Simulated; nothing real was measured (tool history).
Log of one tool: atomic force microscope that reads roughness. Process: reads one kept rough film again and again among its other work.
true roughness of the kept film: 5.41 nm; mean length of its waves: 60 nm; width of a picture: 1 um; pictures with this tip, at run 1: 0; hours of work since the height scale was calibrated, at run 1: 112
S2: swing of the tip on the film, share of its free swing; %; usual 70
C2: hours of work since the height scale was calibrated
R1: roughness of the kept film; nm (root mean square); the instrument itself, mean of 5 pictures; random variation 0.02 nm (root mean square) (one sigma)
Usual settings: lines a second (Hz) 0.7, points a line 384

run 1 hour=0 | lines_a_second_(Hz)=0.7 S2=70 points_a_line=384 | pictures_with_this_tip=0 C2=112 | R1=5.032
run 2 hour=14.4 | lines_a_second_(Hz)=0.7 S2=70 points_a_line=384 | pictures_with_this_tip=23 C2=121 | R1=4.917
run 3 hour=31.9 | lines_a_second_(Hz)=0.7 S2=84 points_a_line=384 | pictures_with_this_tip=52 C2=132 | R1=4.675
run 4 hour=41 | lines_a_second_(Hz)=0.7 S2=57 points_a_line=384 | pictures_with_this_tip=67 C2=138 | R1=4.916
run 5 hour=58.4 | lines_a_second_(Hz)=0.7 S2=57 points_a_line=384 | pictures_with_this_tip=95 C2=148 | R1=4.859
run 6 hour=72 | lines_a_second_(Hz)=0.7 S2=70 points_a_line=441 | pictures_with_this_tip=118 C2=157 | R1=4.733
run 7 hour=83.7 | lines_a_second_(Hz)=0.7 S2=70 points_a_line=441 | pictures_with_this_tip=137 C2=164 | R1=4.681
run 8 hour=100.6 | lines_a_second_(Hz)=0.7 S2=70 points_a_line=441 | pictures_with_this_tip=165 C2=174 | R1=4.634
run 9 hour=110 | lines_a_second_(Hz)=0.7 S2=70 points_a_line=441 | pictures_with_this_tip=180 C2=180 | R1=4.578
run 10 hour=123.7 | lines_a_second_(Hz)=0.7 S2=70 points_a_line=441 | pictures_with_this_tip=203 C2=188 | R1=4.495
run 11 hour=141.8 | lines_a_second_(Hz)=0.7 S2=70 points_a_line=441 | pictures_with_this_tip=232 C2=199 | R1=4.456
run 12 hour=159.9 | lines_a_second_(Hz)=0.7 S2=70 points_a_line=441 | pictures_with_this_tip=262 C2=210 | R1=4.362
-- hour=164.1 new tip fitted
run 13 hour=174.9 | lines_a_second_(Hz)=0.7 S2=70 points_a_line=441 | pictures_with_this_tip=18 C2=219 | R1=4.963
run 14 hour=189.4 | lines_a_second_(Hz)=0.7 S2=70 points_a_line=441 | pictures_with_this_tip=41 C2=228 | R1=4.883
run 15 hour=204 | lines_a_second_(Hz)=1.05 S2=70 points_a_line=384 | pictures_with_this_tip=65 C2=237 | R1=4.742
run 16 hour=215.4 | lines_a_second_(Hz)=1.05 S2=70 points_a_line=384 | pictures_with_this_tip=84 C2=244 | R1=4.703
run 17 hour=232.5 | lines_a_second_(Hz)=0.7 S2=80 points_a_line=384 | pictures_with_this_tip=112 C2=255 | R1=4.597
run 18 hour=242 | lines_a_second_(Hz)=0.7 S2=80 points_a_line=384 | pictures_with_this_tip=128 C2=260 | R1=4.591
run 19 hour=258 | lines_a_second_(Hz)=0.642 S2=64 points_a_line=384 | pictures_with_this_tip=154 C2=270 | R1=4.693
run 20 hour=273.5 | lines_a_second_(Hz)=0.642 S2=65 points_a_line=263 | pictures_with_this_tip=179 C2=280 | R1=4.634
run 21 hour=293.4 | lines_a_second_(Hz)=0.642 S2=67 points_a_line=263 | pictures_with_this_tip=212 C2=292 | R1=4.476
run 22 hour=312.5 | lines_a_second_(Hz)=1.173 S2=60 points_a_line=936 | pictures_with_this_tip=244 C2=304 | R1=4.46

How the hidden state differs across the entries between the runs, from the last listed run before each to the first after it:
Between runs 12 and 13: new tip fitted (hour 164.1)
  radius of the tip, nm: 32.6 -> 9.3; height scale over the true one, %: -0.18 -> -0.19
  measured less the result without the state, R1: -0.645 -> -0.074 nm (root mean square)
